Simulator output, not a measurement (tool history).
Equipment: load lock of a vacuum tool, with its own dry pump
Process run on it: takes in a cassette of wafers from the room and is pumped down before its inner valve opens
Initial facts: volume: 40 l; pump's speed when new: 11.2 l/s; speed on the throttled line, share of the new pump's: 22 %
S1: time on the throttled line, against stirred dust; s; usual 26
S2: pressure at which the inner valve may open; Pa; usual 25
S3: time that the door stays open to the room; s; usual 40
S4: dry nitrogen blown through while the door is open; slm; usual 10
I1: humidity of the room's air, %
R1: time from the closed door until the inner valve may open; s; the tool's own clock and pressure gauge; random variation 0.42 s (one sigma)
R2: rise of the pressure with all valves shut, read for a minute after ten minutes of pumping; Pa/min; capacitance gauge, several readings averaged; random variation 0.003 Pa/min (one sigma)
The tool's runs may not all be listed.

run 1 day=0 | S1=26 S2=25 S3=40 S4=10 | I1=45.8 | R1=54.6 R2=0.257
run 2 day=6.004 | S1=26 S2=25 S3=40 S4=10 | I1=48 | R1=55.5 R2=0.263
run 3 day=12.383 | S1=26 S2=25 S3=40 S4=10 | I1=44.4 | R1=55.2 R2=0.275
run 4 day=19.054 | S1=26 S2=25 S3=40 S4=10 | I1=46.7 | R1=55.8 R2=0.29
run 5 day=25.692 | S1=26 S2=25 S3=40 S4=10 | I1=47.6 | R1=55.8 R2=0.298
-- day=29.525 dry pump taken out, an overhauled one fitted
run 6 day=31.154 | S1=26 S2=25 S3=40 S4=10 | I1=44.5 | R1=50.3 R2=0.301
run 7 day=38.033 | S1=26 S2=25 S3=40 S4=10 | I1=44.3 | R1=50.5 R2=0.308
run 8 day=41.221 | S1=26 S2=25 S3=40 S4=10 | I1=43.5 | R1=50.5 R2=0.313
run 9 day=46.725 | S1=26 S2=25 S3=40 S4=10 | I1=45.9 | R1=50 R2=0.332
run 10 day=51.171 | S1=13 S2=25 S3=40 S4=10 | I1=45.8 | R1=40.5 R2=0.331
run 11 day=58.146 | S1=13 S2=25 S3=40 S4=10 | I1=44.2 | R1=40.4 R2=0.35
run 12 day=63.325 | S1=26 S2=25 S3=40 S4=10 | I1=45.3 | R1=50.8 R2=0.362
run 13 day=68.054 | S1=26 S2=25 S3=40 S4=10 | I1=47.7 | R1=49.6 R2=0.367
run 14 day=73.05 | S1=26 S2=25 S3=40 S4=10 | I1=46.3 | R1=50.7 R2=0.383
run 15 day=79.979 | S1=26 S2=25 S3=40 S4=10 | I1=45.8 | R1=50.7 R2=0.382
run 16 day=84.479 | S1=26 S2=25 S3=40 S4=10 | I1=45.4 | R1=51.2 R2=0.383
run 17 day=91.229 | S1=26 S2=25 S3=40 S4=10 | I1=46.4 | R1=51.3 R2=0.4
run 18 day=94.304 | S1=26 S2=25 S3=233 S4=10 | I1=43.6 | R1=51.5 R2=0.447
run 19 day=100.367 | S1=42 S2=43 S3=233 S4=10 | I1=47.2 | R1=61 R2=0.455
run 20 day=103.354 | S1=13 S2=24 S3=29 S4=10 | I1=42.9 | R1=40.6 R2=0.418
run 21 day=108.438 | S1=13 S2=24 S3=29 S4=10 | I1=46.7 | R1=41.3 R2=0.435
run 22 day=115.171 | S1=13 S2=24 S3=29 S4=10 | I1=44.1 | R1=41.4 R2=0.443
run 23 day=122.025 | S1=44 S2=23 S3=126 S4=7 | I1=43.4 | R1=66.6 R2=0.472
run 24 day=125.883 | S1=26 S2=19 S3=40 S4=10 | I1=45.3 | R1=52.6 R2=0.473
run 25 day=130.425 | S1=26 S2=19 S3=40 S4=10 | I1=41.5 | R1=52 R2=0.472
run 26 day=135.158 | S1=26 S2=25 S3=48 S4=10 | I1=39.1 | R1=51 R2=0.479
run 27 day=141.775 | S1=26 S2=25 S3=120 S4=41 | I1=46.8 | R1=51.5 R2=0.506
run 28 day=144.958 | S1=26 S2=25 S3=120 S4=41 | I1=43.8 | R1=51.6 R2=0.508
run 29 day=148.167 | S1=25 S2=25 S3=58 S4=10 | I1=42.8 | R1=49.9 R2=0.523
run 30 day=154.604 | S1=26 S2=43 S3=40 S4=10 | I1=46 | R1=50 R2=0.519

Run 31, settings as shown, results not yet in. Your forecast:
run 31 day=159.804 | S1=16 S2=43 S3=72 S4=10 | I1=47 | R1=? R2=?

R1: 42.1 s
R2: 0.54 Pa/min
Had the tool carried no hidden state, the very same run would have given R1 40.5 s, R2 0.037 Pa/min.
